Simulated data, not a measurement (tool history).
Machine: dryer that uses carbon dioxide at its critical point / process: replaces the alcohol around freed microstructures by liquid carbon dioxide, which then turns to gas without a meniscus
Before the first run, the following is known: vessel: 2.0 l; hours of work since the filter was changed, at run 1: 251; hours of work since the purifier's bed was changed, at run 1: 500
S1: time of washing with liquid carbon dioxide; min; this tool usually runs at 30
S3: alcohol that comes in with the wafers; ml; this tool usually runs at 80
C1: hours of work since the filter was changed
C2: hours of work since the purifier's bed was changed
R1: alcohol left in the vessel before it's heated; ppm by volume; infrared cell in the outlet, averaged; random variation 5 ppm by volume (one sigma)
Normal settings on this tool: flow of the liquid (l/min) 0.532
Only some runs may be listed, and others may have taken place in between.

Run 1, day 0: usual settings; C1 251; C2 500. Result: R1 188 ppm by volume.
At day 0.904: inlet filter changed.
Run 2, day 1.762: usual settings but flow of the liquid (l/min) 0.793; C1 14; C2 529. Result: R1 165 ppm by volume.
At day 4.292: purifier's bed changed.
Run 3, day 4.658: usual settings but flow of the liquid (l/min) 0.793; C1 60; C2 6. Result: R1 0 ppm by volume.
Run 4, day 7.492: usual settings but flow of the liquid (l/min) 0.717; C1 106; C2 53. Result: R1 29 ppm by volume.
Run 5, day 9.667: usual settings but S1 28 min; C1 142; C2 88. Result: R1 69 ppm by volume.
Run 6, day 11.992: usual settings but S1 28 min; C1 181; C2 127. Result: R1 88 ppm by volume.
Run 7, day 14.529: usual settings but S1 28 min; C1 222; C2 169. Result: R1 107 ppm by volume.
Run 8, day 16.158: usual settings; C1 249; C2 195. Result: R1 102 ppm by volume.
At day 17.3: inlet filter changed.
Run 9, day 18.25: usual settings; C1 16; C2 229. Result: R1 103 ppm by volume.
Run 10, day 19.608: usual settings; C1 38; C2 252. Result: R1 103 ppm by volume.
Run 11, day 22.421: usual settings; C1 84; C2 298. Result: R1 121 ppm by volume.
Run 12, day 23.8: usual settings; C1 107; C2 321. Result: R1 133 ppm by volume.
Run 13, day 25.108: usual settings but S1 26 min; C1 129; C2 342. Result: R1 174 ppm by volume.
Run 14, day 27.1: usual settings but S1 26 min; C1 161; C2 375. Result: R1 188 ppm by volume.
Run 15, day 28.867: usual settings but S1 26 min; C1 190; C2 404. Result: R1 206 ppm by volume.
Run 16, day 31.342: usual settings but S1 26 min; C1 231; C2 445. Result: R1 223 ppm by volume.
At day 33.442: inlet filter changed.
Run 17, day 33.442: usual settings but S1 26 min; C1 0; C2 479. Result: R1 215 ppm by volume.
Run 18, day 35.5: usual settings but flow of the liquid (l/min) 0.32; C1 34; C2 513. Result: R1 598 ppm by volume.
Run 19, day 37.633: usual settings but flow of the liquid (l/min) 0.32; C1 69; C2 548. Result: R1 643 ppm by volume.
At day 38.979: purifier's bed changed.
Run 20, day 39.642: usual settings but flow of the liquid (l/min) 0.32; C1 100; C2 11. Result: R1 458 ppm by volume.
Run 21, day 42.096: usual settings but S1 35 min, S3 49 ml; C1 141; C2 51. Result: R1 33 ppm by volume.
Run 22, day 44.475: usual settings but S1 37 min, flow of the liquid (l/min) 0.445, S3 84 ml; C1 180; C2 91. Result: R1 52 ppm by volume.
Run 23, day 46.188: usual settings but S1 20 min, flow of the liquid (l/min) 0.731, S3 39 ml; C1 208; C2 119. Result: R1 69 ppm by volume.
Run 24, day 47.958: usual settings but S1 20 min, flow of the liquid (l/min) 0.731, S3 39 ml; C1 237; C2 148. Result: R1 76 ppm by volume.
Run 25, day 49.238: usual settings but S1 20 min, flow of the liquid (l/min) 0.472, S3 39 ml; C1 258; C2 169. Result: R1 336 ppm by volume.
At day 49.796: inlet filter changed.
Run 26, day 52.25: usual settings but S1 20 min, flow of the liquid (l/min) 0.472, S3 39 ml; C1 40; C2 218. Result: R1 318 ppm by volume.
Run 27, day 54.512: usual settings but S1 37 min, flow of the liquid (l/min) 0.337, S3 42 ml; C1 78; C2 255. Result: R1 149 ppm by volume.
Run 28, day 55.767: usual settings but S1 37 min, flow of the liquid (l/min) 0.398, S3 23 ml; C1 98; C2 276. Result: R1 111 ppm by volume.
Run 29, day 57.15: usual settings but S1 37 min, flow of the liquid (l/min) 0.709, S3 74 ml; C1 121; C2 299. Result: R1 85 ppm by volume.
Run 30, day 58.788: usual settings but S1 37 min, flow of the liquid (l/min) 0.485, S3 74 ml; C1 148; C2 326. Result: R1 107 ppm by volume.
Run 31, day 61.25: usual settings but S1 46 min; C1 189; C2 366. Result: R1 121 ppm by volume.
Run 32, day 63.071: usual settings but flow of the liquid (l/min) 0.787, S3 21 ml; C1 219; C2 396. Result: R1 122 ppm by volume.
Run 33, day 64.938: usual settings but flow of the liquid (l/min) 0.787, S3 21 ml; C1 249; C2 427. Result: R1 134 ppm by volume.
At day 65.908: inlet filter changed.
Run 34, day 67.546: usual settings but flow of the liquid (l/min) 0.787, S3 21 ml; C1 27; C2 469. Result: R1 152 ppm by volume.
Run 35, day 69.225: usual settings but flow of the liquid (l/min) 0.617; C1 55; C2 497. Result: R1 170 ppm by volume.
Run 36, day 70.879: usual settings but flow of the liquid (l/min) 0.617; C1 82; C2 524. Result: R1 162 ppm by volume.
Run 37, day 73.375: usual settings but flow of the liquid (l/min) 0.617, S3 70 ml; C1 123; C2 565. Result: R1 192 ppm by volume.

Same runs, no hidden state in the tool, same run-to-run variation:
Hidden state present: flow that reaches the vessel past the clogged filter, %; alcohol in the recycled carbon dioxide, ppm; drift of the gauge itself on alcohol_ppm, %.
run   R1
  1   27
  2    7
  3    0
  4   11
  5   31
  6   36
  7   42
  8   28
  9   29
 10   21
 11   24
 12   29
 13   60
 14   60
 15   63
 16   65
 17   65
 18  419
 19  435
 20  403
 21   17
 22   19
 23   25
 24   20
 25  217
 26  237
 27   64
 28   22
 29    0
 30    4
 31    8
 32    3
 33    7
 34   13
 35   16
 36    3
 37   15

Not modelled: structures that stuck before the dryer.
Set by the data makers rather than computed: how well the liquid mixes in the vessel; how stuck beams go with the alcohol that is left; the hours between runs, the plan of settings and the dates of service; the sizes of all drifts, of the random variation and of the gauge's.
